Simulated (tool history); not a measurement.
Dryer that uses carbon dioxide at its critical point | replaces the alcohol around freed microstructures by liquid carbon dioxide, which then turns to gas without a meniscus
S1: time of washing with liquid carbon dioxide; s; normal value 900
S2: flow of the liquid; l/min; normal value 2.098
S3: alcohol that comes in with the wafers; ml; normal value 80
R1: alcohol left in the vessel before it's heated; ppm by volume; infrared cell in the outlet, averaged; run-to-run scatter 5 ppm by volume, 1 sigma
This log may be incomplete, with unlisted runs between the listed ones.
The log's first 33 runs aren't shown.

| run | hour | S1 | S2 | S3 | R1 |
|---|---|---|---|---|---|
| 34 | 741 | 660 | 2.098 | 28 | 141 |
| 35 | 762.5 | 660 | 2.098 | 28 | 147 |
| 36 | 790.2 | 900 | 2.93 | 80 | 82 |
|  | 804.5 | purifier's bed changed |
| 37 | 809.1 | 780 | 2.99 | 46 | 10 |
| 38 | 836.3 | 780 | 2.098 | 30 | 33 |
| 39 | 857.1 | 1020 | 2.098 | 103 | 17 |
| 40 | 876.7 | 1020 | 2.57 | 103 | 11 |
| 41 | 908.9 | 900 | 3.05 | 80 | 12 |

Alternative continuations, all from the tool just after run 41; predict every row:
| A | 923.8 | 900 | 1.6 | 80 | ? |
| B | 923.8 | 1140 | 2.098 | 32 | ? |
| C | 923.8 | 840 | 3.05 | 80 | ? |

| run | R1 |
|---|---|
| A | 144 |
| B | 13 |
| C | 17 |
Without the tool's hidden state the same runs would have given:
| run | R1 |
|---|---|
| A | 102 |
| B | 3 |
| C | 5 |
